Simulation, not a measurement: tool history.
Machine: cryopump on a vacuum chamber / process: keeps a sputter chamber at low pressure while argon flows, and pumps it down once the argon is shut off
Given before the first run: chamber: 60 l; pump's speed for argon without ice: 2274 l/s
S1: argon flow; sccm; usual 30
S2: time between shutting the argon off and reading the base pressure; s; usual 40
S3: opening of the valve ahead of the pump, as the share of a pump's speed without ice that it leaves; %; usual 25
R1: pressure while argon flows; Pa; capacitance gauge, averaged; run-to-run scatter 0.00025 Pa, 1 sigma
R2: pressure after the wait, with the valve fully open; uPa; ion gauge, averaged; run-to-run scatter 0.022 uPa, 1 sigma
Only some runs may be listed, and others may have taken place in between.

run     day  S1  S2  S3      R1    R2
  1   0.000  30  40  25  0.0898  0.65
  2   0.417  30  40  25  0.0898  0.70
  3   1.283  30  40  25  0.0900  0.74
  4   2.154  30  40  19  0.1186  0.70
  5   3.025  29  40  25  0.0869  0.70
  6   3.942  29  40  25  0.0871  0.66
  7   4.779  15  40  25  0.0449  0.71
  8   5.508  15  40  25  0.0453  0.73
  9   5.896  15  40  25  0.0446  0.71
 10   6.792  28  40  26  0.0807  0.76
 11   7.504  28  40  26  0.0810  0.69
 12   8.154  30  28  19  0.1178  0.87
 13   9.071  14  21  17  0.0615  1.11
 14   9.812  30  54  25  0.0900  0.66
 15  10.308  30  42  25  0.0903  0.74
 16  11.100  36  34  33  0.0827  0.86
 17  11.683  36  34  33  0.0827  0.84

3 options for the next run, each taken on its own from the tool as it stands now. Forecast them:
  A  12.350  30   40  50   ?   ?
  B  12.350  30  215  43   ?   ?
  C  12.350  13   34  57   ?   ?

run      R1    R2
  A  0.0460  0.77
  B  0.0534  0.41
  C  0.0174  0.84
Had the tool no hidden state, the same runs would have come out as:
run      R1    R2
  A  0.0447  0.58
  B  0.0521  0.22
  C  0.0169  0.65

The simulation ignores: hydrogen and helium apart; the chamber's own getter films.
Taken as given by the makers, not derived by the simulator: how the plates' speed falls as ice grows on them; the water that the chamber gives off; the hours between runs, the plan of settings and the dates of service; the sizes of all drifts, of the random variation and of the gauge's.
